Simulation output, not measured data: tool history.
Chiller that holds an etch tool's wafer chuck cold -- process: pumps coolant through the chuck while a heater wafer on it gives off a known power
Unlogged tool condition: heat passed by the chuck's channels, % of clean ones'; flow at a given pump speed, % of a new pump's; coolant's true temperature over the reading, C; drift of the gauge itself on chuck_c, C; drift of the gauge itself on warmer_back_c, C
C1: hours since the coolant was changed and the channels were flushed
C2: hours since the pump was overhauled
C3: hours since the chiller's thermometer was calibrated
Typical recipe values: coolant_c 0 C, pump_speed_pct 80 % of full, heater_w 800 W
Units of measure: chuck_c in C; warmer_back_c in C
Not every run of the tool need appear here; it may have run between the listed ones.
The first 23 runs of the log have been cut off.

{"run": 24, "hour": 3460.1, "coolant_c": 8, "pump_speed_pct": 65, "heater_w": 1024, "C1": 2788, "C2": 2658, "C3": 3177, "chuck_c": 18.8, "warmer_back_c": 3.5}
{"run": 25, "hour": 3625.9, "coolant_c": 0, "pump_speed_pct": 61, "heater_w": 921, "C1": 2954, "C2": 2823, "C3": 3343, "chuck_c": 10.2, "warmer_back_c": 3.38}
{"run": 26, "hour": 3809.3, "coolant_c": -3, "pump_speed_pct": 71, "heater_w": 921, "C1": 3137, "C2": 3007, "C3": 3527, "chuck_c": 6.4, "warmer_back_c": 2.84}
{"run": 27, "hour": 3996.1, "coolant_c": -3, "pump_speed_pct": 71, "heater_w": 921, "C1": 3324, "C2": 3194, "C3": 3713, "chuck_c": 6.4, "warmer_back_c": 2.81}
{"run": 28, "hour": 4213.0, "coolant_c": -3, "pump_speed_pct": 71, "heater_w": 921, "C1": 3541, "C2": 3410, "C3": 3930, "chuck_c": 6.2, "warmer_back_c": 2.84}
{"hour": 4357.0, "done": "chiller's thermometer calibrated"}
{"run": 29, "hour": 4387.4, "coolant_c": -5, "pump_speed_pct": 80, "heater_w": 424, "C1": 3714, "C2": 3584, "C3": 30, "chuck_c": -1.0, "warmer_back_c": 1.12}
{"run": 30, "hour": 4484.5, "coolant_c": -5, "pump_speed_pct": 80, "heater_w": 424, "C1": 3812, "C2": 3681, "C3": 128, "chuck_c": -0.8, "warmer_back_c": 1.07}
{"run": 31, "hour": 4649.5, "coolant_c": -5, "pump_speed_pct": 80, "heater_w": 424, "C1": 3977, "C2": 3846, "C3": 292, "chuck_c": -0.9, "warmer_back_c": 1.03}
{"hour": 4787.2, "done": "coolant changed, channels flushed"}
{"run": 32, "hour": 4787.2, "coolant_c": 0, "pump_speed_pct": 80, "heater_w": 630, "C1": 0, "C2": 3978, "C3": 424, "chuck_c": 6.2, "warmer_back_c": 1.64}

Forecast each of these 3 alternatives for the next run:
{"run": "A", "hour": 4989.0, "coolant_c": 0, "pump_speed_pct": 85, "heater_w": 718, "C1": 202, "C2": 4180, "C3": 626, "chuck_c": "?", "warmer_back_c": "?"}
{"run": "B", "hour": 4989.0, "coolant_c": 7, "pump_speed_pct": 83, "heater_w": 735, "C1": 202, "C2": 4180, "C3": 626, "chuck_c": "?", "warmer_back_c": "?"}
{"run": "C", "hour": 4989.0, "coolant_c": 1, "pump_speed_pct": 73, "heater_w": 523, "C1": 202, "C2": 4180, "C3": 626, "chuck_c": "?", "warmer_back_c": "?"}

run=A chuck_c=6.6 warmer_back_c=1.74
run=B chuck_c=13.9 warmer_back_c=1.78
run=C chuck_c=6.1 warmer_back_c=1.48
Had the tool no hidden state, the same runs would have come out as:
run=A chuck_c=6.6 warmer_back_c=1.89
run=B chuck_c=13.9 warmer_back_c=1.93
run=C chuck_c=6.1 warmer_back_c=1.63
